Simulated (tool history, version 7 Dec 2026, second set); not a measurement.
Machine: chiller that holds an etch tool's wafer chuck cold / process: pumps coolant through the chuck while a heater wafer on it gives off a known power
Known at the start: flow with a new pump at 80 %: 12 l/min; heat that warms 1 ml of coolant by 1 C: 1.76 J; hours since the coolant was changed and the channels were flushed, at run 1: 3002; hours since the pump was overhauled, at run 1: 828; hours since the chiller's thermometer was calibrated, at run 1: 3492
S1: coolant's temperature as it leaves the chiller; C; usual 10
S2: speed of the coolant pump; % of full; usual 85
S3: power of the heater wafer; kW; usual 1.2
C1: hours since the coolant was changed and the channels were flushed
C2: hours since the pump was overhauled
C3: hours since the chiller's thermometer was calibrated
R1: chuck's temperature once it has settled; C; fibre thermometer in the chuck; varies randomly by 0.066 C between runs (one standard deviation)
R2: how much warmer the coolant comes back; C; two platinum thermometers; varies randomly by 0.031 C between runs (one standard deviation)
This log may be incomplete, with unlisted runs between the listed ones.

run,day,S1,S2,S3,C1,C2,C3,R1,R2
1,0,10,85,1.2,3002,828,3492,16.92,3.24
2,4.533,10,85,1.627,3111,936,3601,19.91,4.41
3,7.621,10,85,1.364,3185,1010,3675,18.16,3.7
4,11.167,10,85,1.364,3270,1095,3760,18.15,3.75
5,17.679,10,85,1.364,3426,1252,3917,18.12,3.72
6,22.033,10,78,1.364,3531,1356,4021,18.83,4.12
7,28.729,10,78,1.364,3691,1517,4182,18.71,4.11
8,35.042,10,85,1.2,3843,1669,4334,16.99,3.34
9,39.225,10,85,1.2,3943,1769,4434,17,3.34
# day 43.796: chiller's thermometer calibrated
10,45.346,10,85,1.2,4089,1915,37,18.16,3.37
11,49.079,10,85,1.2,4179,2004,127,18.06,3.39
12,54.879,10,85,1.2,4318,2144,266,18.27,3.32
13,57.875,10,85,1.2,4390,2216,338,18.18,3.36
14,62.404,10,85,1.2,4498,2324,447,18.05,3.34
15,66.579,10,85,1.2,4599,2424,547,18.13,3.4
16,71.308,3,85,1.2,4712,2538,660,11.1,3.35
17,75.575,3,85,1.2,4815,2640,763,11.26,3.34
18,80.296,4,85,0.925,4928,2754,876,10.24,2.58
# day 83.054: coolant changed, channels flushed
19,85.304,4,67,1.155,54,2868,990,12.71,4.29
20,91.442,4,67,1.155,201,3015,1137,12.65,4.28
21,97.454,4,67,1.155,346,3159,1282,12.78,4.34
22,101.4,15,75,1.765,440,3254,1376,27.24,5.84
23,105.733,17,68,0.902,544,3358,1480,23.62,3.37
24,111.658,17,68,0.902,686,3500,1623,23.67,3.35
25,115.262,11,68,0.87,773,3587,1709,17.46,3.22
26,121.038,5,68,0.87,912,3725,1848,11.38,3.23
27,125.354,5,68,0.87,1015,3829,1951,11.37,3.26
28,131.675,3,74,0.707,1167,3981,2103,7.8,2.43
29,134.508,6,78,1.2,1235,4049,2171,14.09,3.88
30,140.846,6,78,1.2,1387,4201,2323,14.14,3.88
31,146.004,2,85,0.745,1511,4325,2447,6.5,2.2
32,152.046,10,85,1.2,1656,4470,2592,17.59,3.54
33,155.104,10,61,1.2,1729,4543,2665,19.9,5.19

Selected run-to-run steps in R1, each split into two signed amounts: the part the tool would show with no hidden state at all (from settings, incoming material and random variation), and the remainder, which goes to the hidden state together with any gauge scatter not common to the measured and the hidden-state-free results:
Hidden state at play: heat passed by the chuck's channels, % of clean ones'; flow at a given pump speed, % of a new pump's; coolant's true temperature over the reading, C; drift of the gauge itself on chuck_c, C; drift of the gauge itself on warmer_back_c, C.
Run 9 -> 10: chiller's thermometer calibrated. R1 +1.16 C: hidden state +1.08, all else +0.08.
Run 18 -> 19: S2 85 -> 67, S3 0.925 -> 1.155, coolant changed, channels flushed. R1 +2.47 C: hidden state -0.33, all else +2.8.
Run 21 -> 22: S1 4 -> 15, S2 67 -> 75, S3 1.155 -> 1.765. R1 +14.46 C: hidden state +0.2, all else +14.26.
Run 22 -> 23: S1 15 -> 17, S2 75 -> 68, S3 1.765 -> 0.902. R1 -3.62 C: hidden state -0.32, all else -3.3.
Run 30 -> 31: S1 6 -> 2, S2 78 -> 85, S3 1.2 -> 0.745. R1 -7.64 C: hidden state -0.31, all else -7.33.
Run 31 -> 32: S1 2 -> 10, S3 0.745 -> 1.2. R1 +11.09 C: hidden state +0.27, all else +10.82.

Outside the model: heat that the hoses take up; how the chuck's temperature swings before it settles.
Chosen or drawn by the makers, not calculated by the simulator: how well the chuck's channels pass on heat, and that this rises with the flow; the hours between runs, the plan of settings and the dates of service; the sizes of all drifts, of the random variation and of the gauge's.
